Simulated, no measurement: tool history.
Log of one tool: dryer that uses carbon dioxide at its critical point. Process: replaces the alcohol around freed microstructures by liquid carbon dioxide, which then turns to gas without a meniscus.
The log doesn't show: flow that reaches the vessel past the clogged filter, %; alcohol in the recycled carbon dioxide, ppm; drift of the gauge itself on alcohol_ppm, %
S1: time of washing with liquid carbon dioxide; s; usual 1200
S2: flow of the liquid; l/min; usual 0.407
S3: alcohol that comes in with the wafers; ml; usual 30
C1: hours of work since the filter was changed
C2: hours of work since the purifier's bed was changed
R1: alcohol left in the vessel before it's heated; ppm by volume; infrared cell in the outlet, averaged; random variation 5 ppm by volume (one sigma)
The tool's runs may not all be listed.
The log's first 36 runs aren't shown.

{"hour": 216.8, "done": "inlet filter changed"}
{"run": 37, "hour": 220.9, "S1": 1560, "S2": 0.288, "S3": 33, "C1": 3, "C2": 396, "R1": 198}
{"run": 38, "hour": 229.7, "S1": 1560, "S2": 0.288, "S3": 33, "C1": 9, "C2": 402, "R1": 203}
{"run": 39, "hour": 238.4, "S1": 1800, "S2": 0.323, "S3": 63, "C1": 15, "C2": 408, "R1": 190}
{"run": 40, "hour": 243.6, "S1": 1200, "S2": 0.407, "S3": 99, "C1": 19, "C2": 412, "R1": 236}
{"run": 41, "hour": 251.2, "S1": 1200, "S2": 0.407, "S3": 99, "C1": 24, "C2": 417, "R1": 234}
{"run": 42, "hour": 258.1, "S1": 1140, "S2": 0.264, "S3": 85, "C1": 29, "C2": 422, "R1": 1036}
{"run": 43, "hour": 262.0, "S1": 1020, "S2": 0.264, "S3": 85, "C1": 32, "C2": 425, "R1": 1577}
{"run": 44, "hour": 267.7, "S1": 1560, "S2": 0.401, "S3": 30, "C1": 36, "C2": 429, "R1": 185}
{"run": 45, "hour": 272.9, "S1": 1560, "S2": 0.401, "S3": 30, "C1": 39, "C2": 432, "R1": 178}
{"run": 46, "hour": 280.0, "S1": 1560, "S2": 0.401, "S3": 30, "C1": 44, "C2": 437, "R1": 192}

Forecast each of these 4 alternatives for the next run:
{"run": "A", "hour": 286.9, "S1": 1260, "S2": 0.603, "S3": 24, "C1": 49, "C2": 442, "R1": "?"}
{"run": "B", "hour": 286.9, "S1": 1440, "S2": 0.401, "S3": 30, "C1": 49, "C2": 442, "R1": "?"}
{"run": "C", "hour": 286.9, "S1": 1200, "S2": 0.407, "S3": 90, "C1": 49, "C2": 442, "R1": "?"}
{"run": "D", "hour": 286.9, "S1": 840, "S2": 0.407, "S3": 30, "C1": 49, "C2": 442, "R1": "?"}

run=A R1=178
run=B R1=193
run=C R1=250
run=D R1=367
Without the tool's hidden state the same runs would have given:
run=A R1=0
run=B R1=12
run=C R1=62
run=D R1=184
